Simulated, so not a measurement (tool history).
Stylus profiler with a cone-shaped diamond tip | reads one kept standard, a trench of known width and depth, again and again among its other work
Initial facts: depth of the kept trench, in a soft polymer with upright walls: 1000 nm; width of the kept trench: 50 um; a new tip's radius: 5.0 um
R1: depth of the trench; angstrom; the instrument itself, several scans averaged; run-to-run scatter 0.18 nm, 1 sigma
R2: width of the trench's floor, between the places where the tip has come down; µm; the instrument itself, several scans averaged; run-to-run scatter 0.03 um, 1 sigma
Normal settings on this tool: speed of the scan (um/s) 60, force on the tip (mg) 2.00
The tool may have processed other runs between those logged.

{"run": 1, "hour": 0.0, "speed of the scan (um/s)": 60, "force on the tip (mg)": 2.0, "R1": 10041.0, "R2": 40.31}
{"run": 2, "hour": 33.9, "speed of the scan (um/s)": 60, "force on the tip (mg)": 2.0, "R1": 10041.4, "R2": 40.33}
{"run": 3, "hour": 69.2, "speed of the scan (um/s)": 35, "force on the tip (mg)": 2.0, "R1": 10038.7, "R2": 40.29}
{"hour": 105.2, "done": "new tip fitted, height scale calibrated"}
{"run": 4, "hour": 121.0, "speed of the scan (um/s)": 35, "force on the tip (mg)": 4.98, "R1": 10120.0, "R2": 43.95}
{"run": 5, "hour": 160.2, "speed of the scan (um/s)": 35, "force on the tip (mg)": 4.98, "R1": 10122.0, "R2": 43.73}
{"run": 6, "hour": 226.4, "speed of the scan (um/s)": 35, "force on the tip (mg)": 4.98, "R1": 10116.1, "R2": 43.52}
{"run": 7, "hour": 294.6, "speed of the scan (um/s)": 35, "force on the tip (mg)": 4.93, "R1": 10116.4, "R2": 43.29}
{"run": 8, "hour": 347.0, "speed of the scan (um/s)": 60, "force on the tip (mg)": 1.45, "R1": 10048.9, "R2": 42.94}
{"run": 9, "hour": 399.0, "speed of the scan (um/s)": 60, "force on the tip (mg)": 1.45, "R1": 10049.4, "R2": 42.77}
{"run": 10, "hour": 453.7, "speed of the scan (um/s)": 60, "force on the tip (mg)": 1.45, "R1": 10048.0, "R2": 42.55}
{"run": 11, "hour": 498.6, "speed of the scan (um/s)": 60, "force on the tip (mg)": 2.0, "R1": 10057.3, "R2": 42.43}
{"run": 12, "hour": 566.1, "speed of the scan (um/s)": 60, "force on the tip (mg)": 2.0, "R1": 10058.7, "R2": 42.21}
{"run": 13, "hour": 614.8, "speed of the scan (um/s)": 60, "force on the tip (mg)": 3.75, "R1": 10092.4, "R2": 42.18}
{"hour": 621.6, "done": "height scale calibrated on a step standard"}
{"run": 14, "hour": 666.7, "speed of the scan (um/s)": 34, "force on the tip (mg)": 2.0, "R1": 10055.7, "R2": 42.01}
{"run": 15, "hour": 703.1, "speed of the scan (um/s)": 60, "force on the tip (mg)": 2.0, "R1": 10057.9, "R2": 41.79}
{"run": 16, "hour": 773.5, "speed of the scan (um/s)": 60, "force on the tip (mg)": 2.0, "R1": 10054.8, "R2": 41.62}
{"run": 17, "hour": 814.2, "speed of the scan (um/s)": 60, "force on the tip (mg)": 2.0, "R1": 10054.1, "R2": 41.48}
{"run": 18, "hour": 863.6, "speed of the scan (um/s)": 60, "force on the tip (mg)": 2.0, "R1": 10051.6, "R2": 41.36}
{"run": 19, "hour": 927.0, "speed of the scan (um/s)": 60, "force on the tip (mg)": 2.0, "R1": 10052.0, "R2": 41.14}
{"run": 20, "hour": 970.0, "speed of the scan (um/s)": 60, "force on the tip (mg)": 2.0, "R1": 10051.9, "R2": 41.1}
{"run": 21, "hour": 1004.0, "speed of the scan (um/s)": 39, "force on the tip (mg)": 0.72, "R1": 10016.0, "R2": 40.96}
{"hour": 1012.5, "done": "height scale calibrated on a step standard, once more"}
{"run": 22, "hour": 1067.9, "speed of the scan (um/s)": 208, "force on the tip (mg)": 2.0, "R1": 10065.5, "R2": 40.22}
{"run": 23, "hour": 1102.0, "speed of the scan (um/s)": 208, "force on the tip (mg)": 1.77, "R1": 10062.9, "R2": 40.07}
{"run": 24, "hour": 1150.7, "speed of the scan (um/s)": 208, "force on the tip (mg)": 1.77, "R1": 10061.0, "R2": 39.9}
{"run": 25, "hour": 1215.3, "speed of the scan (um/s)": 86, "force on the tip (mg)": 1.77, "R1": 10058.2, "R2": 40.24}
{"run": 26, "hour": 1244.4, "speed of the scan (um/s)": 86, "force on the tip (mg)": 1.77, "R1": 10059.2, "R2": 40.26}
{"run": 27, "hour": 1315.7, "speed of the scan (um/s)": 16, "force on the tip (mg)": 4.45, "R1": 10110.8, "R2": 40.4}
{"hour": 1369.2, "done": "new tip fitted, height scale calibrated"}
{"run": 28, "hour": 1384.4, "speed of the scan (um/s)": 82, "force on the tip (mg)": 2.0, "R1": 10066.7, "R2": 43.56}
{"run": 29, "hour": 1453.0, "speed of the scan (um/s)": 142, "force on the tip (mg)": 1.31, "R1": 10052.5, "R2": 42.93}
{"run": 30, "hour": 1488.3, "speed of the scan (um/s)": 60, "force on the tip (mg)": 1.17, "R1": 10044.7, "R2": 43.13}
{"run": 31, "hour": 1526.8, "speed of the scan (um/s)": 75, "force on the tip (mg)": 1.58, "R1": 10056.6, "R2": 43.01}
{"run": 32, "hour": 1591.0, "speed of the scan (um/s)": 57, "force on the tip (mg)": 2.0, "R1": 10065.1, "R2": 42.88}
{"run": 33, "hour": 1642.6, "speed of the scan (um/s)": 77, "force on the tip (mg)": 2.11, "R1": 10067.7, "R2": 42.68}
{"run": 34, "hour": 1702.1, "speed of the scan (um/s)": 37, "force on the tip (mg)": 1.24, "R1": 10048.0, "R2": 42.59}
{"run": 35, "hour": 1752.9, "speed of the scan (um/s)": 17, "force on the tip (mg)": 4.9, "R1": 10115.4, "R2": 42.61}
{"run": 36, "hour": 1782.5, "speed of the scan (um/s)": 32, "force on the tip (mg)": 2.0, "R1": 10061.3, "R2": 42.45}
{"run": 37, "hour": 1851.5, "speed of the scan (um/s)": 32, "force on the tip (mg)": 2.0, "R1": 10061.9, "R2": 42.19}
{"run": 38, "hour": 1922.2, "speed of the scan (um/s)": 60, "force on the tip (mg)": 5.82, "R1": 10129.5, "R2": 41.94}
{"run": 39, "hour": 1957.3, "speed of the scan (um/s)": 24, "force on the tip (mg)": 5.08, "R1": 10118.1, "R2": 41.97}
{"run": 40, "hour": 1999.2, "speed of the scan (um/s)": 18, "force on the tip (mg)": 3.71, "R1": 10090.8, "R2": 41.84}

The same runs without the tool's hidden state, with the same run-to-run variation:
What the log doesn't record here: radius of the tip, um; height scale over the true one, %; drift of the gauge itself on depth_nm, %; drift of the gauge itself on floor_um, %.
run=1 R1=10065.5 R2=43.74
run=2 R1=10066.4 R2=43.84
run=3 R1=10064.2 R2=43.89
run=4 R1=10120.6 R2=43.96
run=5 R1=10123.2 R2=43.90
run=6 R1=10118.2 R2=43.91
run=7 R1=10119.4 R2=43.92
run=8 R1=10052.6 R2=43.76
run=9 R1=10053.8 R2=43.77
run=10 R1=10053.2 R2=43.73
run=11 R1=10063.0 R2=43.74
run=12 R1=10065.3 R2=43.75
run=13 R1=10099.7 R2=43.87
run=14 R1=10066.5 R2=43.84
run=15 R1=10069.3 R2=43.74
run=16 R1=10067.2 R2=43.77
run=17 R1=10067.1 R2=43.75
run=18 R1=10065.2 R2=43.77
run=19 R1=10066.5 R2=43.73
run=20 R1=10066.9 R2=43.79
run=21 R1=10031.4 R2=43.75
run=22 R1=10062.5 R2=43.20
run=23 R1=10060.4 R2=43.13
run=24 R1=10059.1 R2=43.09
run=25 R1=10057.2 R2=43.58
run=26 R1=10058.5 R2=43.67
run=27 R1=10111.2 R2=43.99
run=28 R1=10063.6 R2=43.70
run=29 R1=10050.4 R2=43.33
run=30 R1=10043.0 R2=43.65
run=31 R1=10055.4 R2=43.67
run=32 R1=10064.8 R2=43.75
run=33 R1=10068.1 R2=43.71
run=34 R1=10049.2 R2=43.79
run=35 R1=10117.4 R2=43.97
run=36 R1=10063.6 R2=43.91
run=37 R1=10065.1 R2=43.86
run=38 R1=10133.8 R2=43.81
run=39 R1=10122.8 R2=43.95
run=40 R1=10095.9 R2=43.94
